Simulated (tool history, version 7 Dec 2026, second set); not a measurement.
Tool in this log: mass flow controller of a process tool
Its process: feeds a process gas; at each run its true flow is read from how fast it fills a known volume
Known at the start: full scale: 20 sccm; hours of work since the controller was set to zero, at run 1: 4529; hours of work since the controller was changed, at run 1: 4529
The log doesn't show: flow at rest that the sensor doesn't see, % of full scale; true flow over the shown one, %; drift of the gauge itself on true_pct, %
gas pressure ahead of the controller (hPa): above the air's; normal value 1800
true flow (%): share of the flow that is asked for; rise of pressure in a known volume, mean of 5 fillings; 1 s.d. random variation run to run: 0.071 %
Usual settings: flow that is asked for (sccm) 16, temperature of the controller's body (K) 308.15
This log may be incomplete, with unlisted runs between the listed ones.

run	hour	flow that is asked for (sccm)	gas pressure ahead of the controller (hPa)	temperature of the controller's body (K)	hours of work since the controller was set to zero	hours of work since the controller was changed	true flow (%)
1	0	16	1800	308.15	4529	4529	102.81
2	159.4	16	1800	308.15	4652	4652	103.11
3	295.1	16	1800	308.15	4757	4757	103.07
4	412.3	16	1520	308.15	4847	4847	102.86
5	637	16	1520	308.15	5021	5021	103.2
6	891.1	8	1800	308.15	5218	5218	104.19
7	1025.9	8	1870	308.15	5322	5322	104.1
# hour 1049.4: controller's zero set anew
8	1206.9	16	1800	308.15	122	5462	103.78
9	1386.4	16	1800	308.15	261	5600	103.9
# hour 1491.5: controller's zero set anew, once more
10	1529.1	16	1800	308.15	29	5710	101.9
11	1720.7	16	1800	308.15	177	5859	101.95
12	1855.6	16	1800	308.15	282	5963	101.91
13	2040	16	1800	308.15	424	6106	102.15
14	2228.4	16	1800	308.15	570	6251	102.25
15	2402.9	16	1800	304.15	705	6386	102.15
16	2618.4	16	1800	304.15	872	6553	102.28
17	2749.4	5	2570	306.15	973	6654	102.1
18	2957.8	10	1450	295.15	1134	6815	101.27
19	3095.3	16	1800	297.15	1241	6922	101.85
# hour 3261.9: controller exchanged for a calibrated one
20	3353.7	16	2770	308.15	71	71	100.67
21	3546.2	5	1880	308.15	220	220	99.37
22	3679.7	5	1880	308.15	323	323	99.56
23	3789.8	4	1950	294.15	408	408	98.85
24	3984.6	4	1950	294.15	559	559	99.01
25	4091.2	16	2750	295.15	642	642	99.88
26	4288.8	16	2750	295.15	794	794	100.08
27	4431.5	16	1800	307.15	905	905	100.62
28	4583.6	3	2630	293.15	1022	1022	100.13
29	4828.5	14	2630	308.15	1212	1212	101.08
30	5007.5	5	1800	293.15	1350	1350	99.95
31	5185.2	3	2270	308.15	1488	1488	102.09
32	5449.5	3	2260	305.15	1692	1692	102.23

Pick out some run-to-run changes in true flow (%). Of each, how much would a tool without hidden state show as well, from the settings, what came in and chance, and how much is left for the hidden state and any gauge scatter not in both results compared?
Run 5 -> 6: flow that is asked for (sccm) 16 -> 8, gas pressure ahead of the controller (hPa) 1520 -> 1800. true flow (%) +0.99: hidden state +1.7, all else -0.71.
Run 9 -> 10: controller's zero set anew, once more. true flow (%) -2: hidden state -1.97, all else -0.03.
Run 19 -> 20: gas pressure ahead of the controller (hPa) 1800 -> 2770, temperature of the controller's body (K) 297.15 -> 308.15, controller exchanged for a calibrated one. true flow (%) -1.18: hidden state -2.41, all else +1.23.
Run 20 -> 21: flow that is asked for (sccm) 16 -> 5, gas pressure ahead of the controller (hPa) 2770 -> 1880. true flow (%) -1.3: hidden state +0.26, all else -1.56.
Run 30 -> 31: flow that is asked for (sccm) 5 -> 3, gas pressure ahead of the controller (hPa) 1800 -> 2270, temperature of the controller's body (K) 293.15 -> 308.15. true flow (%) +2.14: hidden state +1.2, all else +0.94.
